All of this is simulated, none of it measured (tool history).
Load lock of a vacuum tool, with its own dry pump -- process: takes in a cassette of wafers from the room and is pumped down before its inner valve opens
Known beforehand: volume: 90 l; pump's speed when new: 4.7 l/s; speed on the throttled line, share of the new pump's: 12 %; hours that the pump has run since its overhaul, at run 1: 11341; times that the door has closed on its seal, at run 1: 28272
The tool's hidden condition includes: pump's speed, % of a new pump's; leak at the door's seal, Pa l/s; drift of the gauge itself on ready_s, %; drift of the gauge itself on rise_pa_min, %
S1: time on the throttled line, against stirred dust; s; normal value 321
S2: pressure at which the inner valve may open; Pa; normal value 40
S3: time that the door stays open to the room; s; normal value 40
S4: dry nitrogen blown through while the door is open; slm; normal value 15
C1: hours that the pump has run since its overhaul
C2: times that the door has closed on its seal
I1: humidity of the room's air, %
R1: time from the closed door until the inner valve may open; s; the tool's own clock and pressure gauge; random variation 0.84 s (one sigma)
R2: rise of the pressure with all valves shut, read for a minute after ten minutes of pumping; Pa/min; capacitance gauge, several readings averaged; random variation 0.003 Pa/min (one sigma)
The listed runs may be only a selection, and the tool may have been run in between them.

Run 1, hour 0.0: usual settings; C1 11341; C2 28272; I1 46.6. Result: R1 432.6 s, R2 0.023 Pa/min.
Run 2, hour 201.9: usual settings; C1 11543; C2 28920; I1 43.2. Result: R1 431.9 s, R2 0.018 Pa/min.
Run 3, hour 429.1: usual settings; C1 11771; C2 29650; I1 43.5. Result: R1 431.6 s, R2 0.022 Pa/min.
Run 4, hour 721.7: usual settings; C1 12063; C2 30588; I1 44.0. Result: R1 431.6 s, R2 0.022 Pa/min.
Run 5, hour 970.9: usual settings but S3 176 s; C1 12312; C2 31388; I1 46.6. Result: R1 431.7 s, R2 0.039 Pa/min.
Run 6, hour 1245.4: usual settings but S1 187 s; C1 12587; C2 32269; I1 43.8. Result: R1 314.3 s, R2 0.020 Pa/min.
Run 7, hour 1501.6: usual settings but S1 561 s; C1 12843; C2 33092; I1 47.0. Result: R1 642.2 s, R2 0.024 Pa/min.
Run 8, hour 1679.0: usual settings but S1 561 s; C1 13021; C2 33661; I1 43.3. Result: R1 642.4 s, R2 0.018 Pa/min.
Run 9, hour 1818.6: usual settings; C1 13160; C2 34109; I1 41.7. Result: R1 433.9 s, R2 0.025 Pa/min.
Run 10, hour 2109.4: usual settings but S4 9 slm; C1 13451; C2 35042; I1 44.0. Result: R1 430.9 s, R2 0.024 Pa/min.
Run 11, hour 2255.4: usual settings but S4 9 slm; C1 13597; C2 35511; I1 46.7. Result: R1 432.8 s, R2 0.025 Pa/min.
Run 12, hour 2515.9: usual settings; C1 13857; C2 36347; I1 43.1. Result: R1 432.9 s, R2 0.021 Pa/min.
Run 13, hour 2656.8: usual settings; C1 13998; C2 36800; I1 41.4. Result: R1 432.1 s, R2 0.019 Pa/min.
Run 14, hour 2946.6: usual settings; C1 14288; C2 37730; I1 45.7. Result: R1 431.9 s, R2 0.017 Pa/min.
Run 15, hour 3170.4: usual settings; C1 14512; C2 38448; I1 45.9. Result: R1 432.1 s, R2 0.021 Pa/min.
Run 16, hour 3382.4: usual settings; C1 14724; C2 39128; I1 46.3. Result: R1 433.0 s, R2 0.021 Pa/min.
Run 17, hour 3512.7: usual settings but S3 28 s; C1 14854; C2 39547; I1 47.0. Result: R1 432.0 s, R2 0.017 Pa/min.
Run 18, hour 3676.3: usual settings but S3 28 s; C1 15018; C2 40072; I1 46.6. Result: R1 433.3 s, R2 0.022 Pa/min.
Run 19, hour 3842.5: usual settings but S3 28 s; C1 15184; C2 40605; I1 46.7. Result: R1 434.5 s, R2 0.023 Pa/min.
Run 20, hour 4118.9: usual settings but S1 287 s; C1 15460; C2 41492; I1 44.5. Result: R1 400.4 s, R2 0.020 Pa/min.
At hour 4221.0: dry pump taken out, an overhauled one fitted.
Run 21, hour 4291.5: usual settings but S2 42 Pa, S3 74 s; C1 71; C2 42027; I1 42.9. Result: R1 431.8 s, R2 0.025 Pa/min.
Run 22, hour 4530.6: usual settings but S1 595 s, S2 45 Pa, S3 29 s, S4 9 slm; C1 310; C2 42794; I1 46.7. Result: R1 670.6 s, R2 0.027 Pa/min.
Run 23, hour 4690.9: usual settings but S1 595 s, S2 45 Pa, S3 29 s, S4 9 slm; C1 470; C2 43309; I1 48.1. Result: R1 670.8 s, R2 0.026 Pa/min.
Run 24, hour 4968.8: usual settings but S1 350 s, S3 37 s; C1 748; C2 44201; I1 44.8. Result: R1 457.7 s, R2 0.013 Pa/min.
Run 25, hour 5243.4: usual settings but S1 441 s, S2 51 Pa, S3 177 s, S4 12 slm; C1 1022; C2 45082; I1 49.5. Result: R1 534.0 s, R2 0.048 Pa/min.
Run 26, hour 5410.8: usual settings but S1 436 s, S2 51 Pa, S3 177 s, S4 9 slm; C1 1190; C2 45620; I1 44.4. Result: R1 528.8 s, R2 0.044 Pa/min.
Run 27, hour 5611.4: usual settings but S2 68 Pa, S3 57 s; C1 1390; C2 46263; I1 43.4. Result: R1 420.3 s, R2 0.024 Pa/min.
Run 28, hour 5926.6: usual settings but S2 45 Pa, S3 102 s, S4 6 slm; C1 1706; C2 47275; I1 42.0. Result: R1 429.9 s, R2 0.042 Pa/min.
At hour 5996.9: door's seal changed, seat wiped.
Run 29, hour 6087.4: usual settings but S1 398 s, S2 48 Pa, S3 102 s, S4 6 slm; C1 1865; C2 290; I1 42.6. Result: R1 494.2 s, R2 0.043 Pa/min.
Run 30, hour 6310.7: usual settings but S1 398 s, S2 48 Pa, S3 102 s, S4 6 slm; C1 2088; C2 1007; I1 46.2. Result: R1 499.2 s, R2 0.044 Pa/min.
Run 31, hour 6589.7: usual settings but S1 398 s, S2 54 Pa, S3 121 s, S4 6 slm; C1 2367; C2 1903; I1 47.0. Result: R1 492.9 s, R2 0.047 Pa/min.
Run 32, hour 6736.7: usual settings but S1 398 s, S2 31 Pa, S3 80 s, S4 6 slm; C1 2514; C2 2374; I1 46.0. Result: R1 503.3 s, R2 0.043 Pa/min.
Run 33, hour 6997.6: usual settings but S1 398 s, S2 31 Pa, S3 80 s, S4 6 slm; C1 2775; C2 3212; I1 45.6. Result: R1 506.3 s, R2 0.045 Pa/min.
Run 34, hour 7295.6: usual settings but S1 188 s, S2 71 Pa, S3 203 s; C1 3073; C2 4168; I1 42.4. Result: R1 303.8 s, R2 0.031 Pa/min.
Run 35, hour 7610.0: usual settings but S1 177 s, S2 71 Pa, S3 203 s, S4 6 slm; C1 3388; C2 5177; I1 43.5. Result: R1 294.3 s, R2 0.051 Pa/min.
Run 36, hour 7864.4: usual settings but S1 404 s, S2 50 Pa, S3 204 s, S4 16 slm; C1 3642; C2 5994; I1 47.4. Result: R1 500.7 s, R2 0.036 Pa/min.
Run 37, hour 7998.2: usual settings but S1 404 s, S2 50 Pa, S3 204 s, S4 16 slm; C1 3776; C2 6423; I1 48.7. Result: R1 499.8 s, R2 0.035 Pa/min.

Measured result minus the same run's result without the hidden state. Both carry the same run-to-run variation, though not necessarily the same gauge scatter:
run      R2
  1  +0.001
  2  +0.001
  3  +0.001
  4  +0.002
  5  +0.002
  6  +0.001
  7  +0.002
  8  +0.001
  9  +0.001
 10  +0.001
 11  +0.002
 12  +0.002
 13  +0.001
 14  +0.001
 15  +0.002
 16  +0.002
 17  +0.002
 18  +0.002
 19  +0.002
 20  +0.001
 21  +0.001
 22  +0.002
 23  +0.002
 24  +0.002
 25  +0.002
 26  +0.002
 27  +0.003
 28  +0.002
 29  +0.000
 30  +0.000
 31  +0.000
 32  +0.000
 33  +0.000
 34  +0.000
 35  +0.000
 36  +0.000
 37  +0.000
R1: within 0.1 s of the measured result in every run.
